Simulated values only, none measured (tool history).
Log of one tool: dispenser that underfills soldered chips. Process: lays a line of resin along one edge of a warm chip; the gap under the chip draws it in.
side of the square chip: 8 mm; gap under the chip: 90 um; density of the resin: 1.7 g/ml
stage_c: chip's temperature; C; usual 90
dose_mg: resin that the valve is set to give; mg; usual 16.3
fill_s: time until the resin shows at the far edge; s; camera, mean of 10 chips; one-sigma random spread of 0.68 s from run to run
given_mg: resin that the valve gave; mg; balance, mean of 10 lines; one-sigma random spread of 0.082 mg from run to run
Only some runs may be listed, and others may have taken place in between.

{"run": 1, "hour": 0.0, "stage_c": 90, "dose_mg": 16.3, "fill_s": 59.9, "given_mg": 15.3}
{"run": 2, "hour": 3.6, "stage_c": 90, "dose_mg": 16.3, "fill_s": 69.6, "given_mg": 15.08}
{"run": 3, "hour": 6.9, "stage_c": 90, "dose_mg": 18.5, "fill_s": 80.1, "given_mg": 17.11}
{"run": 4, "hour": 12.6, "stage_c": 90, "dose_mg": 15.7, "fill_s": 101.4, "given_mg": 14.52}
{"run": 5, "hour": 15.7, "stage_c": 90, "dose_mg": 15.7, "fill_s": 57.9, "given_mg": 14.48}
{"run": 6, "hour": 19.8, "stage_c": 90, "dose_mg": 15.7, "fill_s": 70.5, "given_mg": 14.59}
{"run": 7, "hour": 25.3, "stage_c": 87, "dose_mg": 14.1, "fill_s": 98.4, "given_mg": 12.82}
{"run": 8, "hour": 31.7, "stage_c": 77, "dose_mg": 20.4, "fill_s": 85.1, "given_mg": 18.71}
{"run": 9, "hour": 35.8, "stage_c": 88, "dose_mg": 15.3, "fill_s": 75.6, "given_mg": 13.95}
{"run": 10, "hour": 39.9, "stage_c": 88, "dose_mg": 15.3, "fill_s": 89.5, "given_mg": 13.98}
{"run": 11, "hour": 45.5, "stage_c": 79, "dose_mg": 19.8, "fill_s": 142.2, "given_mg": 17.99}
{"run": 12, "hour": 51.7, "stage_c": 76, "dose_mg": 16.3, "fill_s": 103.9, "given_mg": 14.53}

Put back what was entered between runs (3 entries, withheld): which listed runs does each sit between, and how does the hidden state differ from the listed run before to the listed run after?
Runs 4 to 5: new syringe of resin (hour 15.7)
  resin's viscosity, % of fresh resin's: 172.7 -> 98.6; dose that the valve gives, % of what is set: 92.49 -> 92.31; true chip temperature over the reading, C: 1.55 -> 1.57
  measured result minus the result with no hidden state, fill_s: +41.0 -> -2.7 s; given_mg: -1.18 -> -1.21 mg
Runs 7 to 8: new syringe of resin (hour 31.3)
  resin's viscosity, % of fresh resin's: 147.8 -> 102.4; dose that the valve gives, % of what is set: 91.63 -> 91.23; true chip temperature over the reading, C: 1.62 -> 1.65
  measured result minus the result with no hidden state, fill_s: +30.2 -> -1.8 s; given_mg: -1.18 -> -1.80 mg
Runs 11 to 12: new syringe of resin (hour 47.1)
  resin's viscosity, % of fresh resin's: 183.1 -> 121.2; dose that the valve gives, % of what is set: 90.28 -> 89.9; true chip temperature over the reading, C: 1.72 -> 1.75
  measured result minus the result with no hidden state, fill_s: +60.9 -> +14.9 s; given_mg: -1.93 -> -1.64 mg
